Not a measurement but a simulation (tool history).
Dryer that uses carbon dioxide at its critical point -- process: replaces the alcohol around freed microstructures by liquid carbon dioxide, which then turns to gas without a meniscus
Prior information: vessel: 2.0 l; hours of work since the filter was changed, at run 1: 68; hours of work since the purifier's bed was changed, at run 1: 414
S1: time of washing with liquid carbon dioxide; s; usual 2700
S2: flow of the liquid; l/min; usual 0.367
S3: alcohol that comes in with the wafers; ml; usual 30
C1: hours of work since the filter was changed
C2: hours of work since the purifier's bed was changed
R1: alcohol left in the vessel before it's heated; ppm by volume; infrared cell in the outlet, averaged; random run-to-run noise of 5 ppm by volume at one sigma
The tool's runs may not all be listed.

run,hour,S1,S2,S3,C1,C2,R1
1,0.0,2700,0.367,30,68,414,117
2,36.4,2700,0.367,30,80,426,120
3,81.3,2700,0.367,30,94,440,125
4,109.5,2700,0.367,30,103,449,122
5,161.2,2700,0.367,30,119,465,119
6,221.1,2700,0.335,30,138,484,154
7,281.5,2700,0.367,30,157,503,126
8,329.5,3420,0.367,30,173,519,84
9,363.0,3420,0.367,30,183,529,91
10,399.0,3420,0.316,30,195,541,115
11,449.8,3420,0.316,30,211,557,121
12,499.2,2700,0.367,30,226,572,131
13,532.2,2700,0.367,27,237,583,146
14,568.2,2700,0.367,27,248,594,150
15,610.5,2700,0.367,27,262,608,142
# hour 619.0: purifier's bed changed
16,671.3,1800,0.293,80,280,17,1913
17,703.1,2700,0.367,104,290,27,178
18,743.5,2700,0.367,104,303,39,181
19,770.3,2700,0.478,26,311,48,15
20,813.0,2700,0.528,37,325,61,11
21,838.9,2820,0.235,68,333,70,779
22,883.5,2820,0.279,30,347,84,184
23,920.9,1800,0.279,62,359,96,1795
24,980.9,2700,0.294,30,378,115,184
25,1039.9,2220,0.592,33,397,133,30
26,1080.3,1920,0.331,116,410,146,1624
27,1138.2,3240,0.557,43,428,165,26
28,1167.1,2340,0.289,91,437,174,1060
# hour 1214.0: inlet filter changed
29,1214.3,2340,0.502,32,0,188,45

What if the next run were any one of these 4? Each begins from the tool's condition after run 29:
A,1268.8,2700,0.318,42,17,206,?
B,1268.8,1620,0.577,89,17,206,?
C,1268.8,2700,0.317,59,17,206,?
D,1268.8,3600,0.277,71,17,206,?

run,R1
A,164
B,184
C,213
D,135
Stripped of hidden state, with their random variation kept, the same runs would have yielded:
run,R1
A,126
B,145
C,174
D,99
